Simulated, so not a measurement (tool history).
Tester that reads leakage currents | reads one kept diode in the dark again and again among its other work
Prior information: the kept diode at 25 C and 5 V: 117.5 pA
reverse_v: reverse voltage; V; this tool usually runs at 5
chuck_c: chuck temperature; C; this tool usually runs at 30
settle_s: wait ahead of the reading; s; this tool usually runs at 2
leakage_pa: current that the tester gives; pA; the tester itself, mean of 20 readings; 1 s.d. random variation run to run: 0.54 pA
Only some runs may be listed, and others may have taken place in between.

run   hour  reverse_v  chuck_c  settle_s  leakage_pa
  1      0          5       30         2      183.65
  2   23.5       7.84       30         2      241.84
  3   63.2       7.84       30         2      242.58
  4  104.9       7.84       52         2     1254.54
  5  125.4       7.84       52         2      1257.8
  6    163       7.84       52         2     1258.25
  7  195.6      18.54       30         2      409.17
  8  218.3          5       30         2      186.08
  9    239          5       30      4.18      185.13
 10  268.8          5       30      4.18      185.98
 11  313.4          5       30      0.67      187.27
 12  335.1        8.8       30         2      262.02
 13  355.4        8.8       30         2      261.91
 14    383          5       30         2      185.22
 15  404.5          5       35         2      273.88
 16  434.5          5       35         2      274.37
 17    480       4.45       35         2       256.1
 18  521.3          5       30      0.58      187.56
 19    546          5       30      0.58      187.99
       552  -- probe card cleaned and baked
 20  570.3          5       30      0.58      190.27
 21  615.3      14.92       39       7.1      724.95
     627.1  -- probe card cleaned and baked, once more
 22  638.6      11.02       57         2     2156.27
 23  664.4       2.04       30      1.66      105.69
 24  695.7       2.04       44      9.44      317.27
 25  716.8       2.04       44      9.44      314.85
 26  745.5          5       30         2      178.93
 27  769.7       8.35       30         2      243.09
 28  803.6       8.35       53         2     1393.02
 29  834.1      13.87       53      0.39     1881.85
 30  860.6       2.72       30         2       126.2
 31    882       6.28       36         2      332.61
 32  927.5       6.28       36         2      333.88
 33  948.8      16.51       29      0.37      343.27

Forecast run 34:
 34  973.8       2.12       25      0.75           ?

{"run 34": {"leakage_pa": 72.53}}
The same run, on a tool lacking any hidden state, would have yielded leakage_pa 71.49 pA.
